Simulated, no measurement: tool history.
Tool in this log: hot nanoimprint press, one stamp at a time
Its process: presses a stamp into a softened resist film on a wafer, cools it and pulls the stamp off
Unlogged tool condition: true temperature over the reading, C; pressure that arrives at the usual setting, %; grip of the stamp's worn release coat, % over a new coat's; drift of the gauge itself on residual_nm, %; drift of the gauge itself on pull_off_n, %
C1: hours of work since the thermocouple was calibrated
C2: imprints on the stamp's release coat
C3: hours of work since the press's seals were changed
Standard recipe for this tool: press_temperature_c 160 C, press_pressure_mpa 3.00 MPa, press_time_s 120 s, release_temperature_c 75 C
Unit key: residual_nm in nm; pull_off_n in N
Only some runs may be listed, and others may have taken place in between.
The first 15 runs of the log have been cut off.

{"run": 16, "day": 5.667, "press_temperature_c": 154, "press_pressure_mpa": 3.24, "press_time_s": 112, "release_temperature_c": 70, "C1": 33, "C2": 307, "C3": 221, "residual_nm": 226.2, "pull_off_n": 108}
{"day": 6.067, "done": "plate thermocouple calibrated, once more"}
{"run": 17, "day": 6.092, "press_temperature_c": 152, "press_pressure_mpa": 3.0, "press_time_s": 120, "release_temperature_c": 75, "C1": 0, "C2": 322, "C3": 225, "residual_nm": 232.0, "pull_off_n": 103}
{"run": 18, "day": 6.5, "press_temperature_c": 160, "press_pressure_mpa": 3.84, "press_time_s": 120, "release_temperature_c": 75, "C1": 6, "C2": 343, "C3": 230, "residual_nm": 149.9, "pull_off_n": 109}
{"run": 19, "day": 7.0, "press_temperature_c": 160, "press_pressure_mpa": 3.84, "press_time_s": 120, "release_temperature_c": 75, "C1": 12, "C2": 369, "C3": 237, "residual_nm": 150.4, "pull_off_n": 104}
{"run": 20, "day": 7.3, "press_temperature_c": 160, "press_pressure_mpa": 3.84, "press_time_s": 120, "release_temperature_c": 75, "C1": 16, "C2": 385, "C3": 241, "residual_nm": 149.5, "pull_off_n": 105}
{"run": 21, "day": 7.542, "press_temperature_c": 160, "press_pressure_mpa": 3.0, "press_time_s": 120, "release_temperature_c": 71, "C1": 19, "C2": 398, "C3": 244, "residual_nm": 167.5, "pull_off_n": 106}
{"run": 22, "day": 7.933, "press_temperature_c": 160, "press_pressure_mpa": 3.0, "press_time_s": 120, "release_temperature_c": 71, "C1": 24, "C2": 418, "C3": 249, "residual_nm": 168.6, "pull_off_n": 107}
{"run": 23, "day": 8.379, "press_temperature_c": 160, "press_pressure_mpa": 2.9, "press_time_s": 120, "release_temperature_c": 72, "C1": 30, "C2": 441, "C3": 254, "residual_nm": 170.6, "pull_off_n": 116}
{"run": 24, "day": 8.779, "press_temperature_c": 160, "press_pressure_mpa": 2.9, "press_time_s": 78, "release_temperature_c": 77, "C1": 35, "C2": 462, "C3": 260, "residual_nm": 202.7, "pull_off_n": 103}
{"run": 25, "day": 9.271, "press_temperature_c": 160, "press_pressure_mpa": 2.9, "press_time_s": 78, "release_temperature_c": 77, "C1": 41, "C2": 487, "C3": 266, "residual_nm": 200.9, "pull_off_n": 104}

For run 26, what comes out?
{"run": 26, "day": 9.746, "press_temperature_c": 160, "press_pressure_mpa": 2.48, "press_time_s": 120, "release_temperature_c": 73, "C1": 47, "C2": 512, "C3": 272, "residual_nm": "?", "pull_off_n": "?"}

residual_nm: 182.1 nm
pull_off_n: 110 N
With no hidden state in the tool, this same run would have given residual_nm 180.1 nm, pull_off_n 95 N.

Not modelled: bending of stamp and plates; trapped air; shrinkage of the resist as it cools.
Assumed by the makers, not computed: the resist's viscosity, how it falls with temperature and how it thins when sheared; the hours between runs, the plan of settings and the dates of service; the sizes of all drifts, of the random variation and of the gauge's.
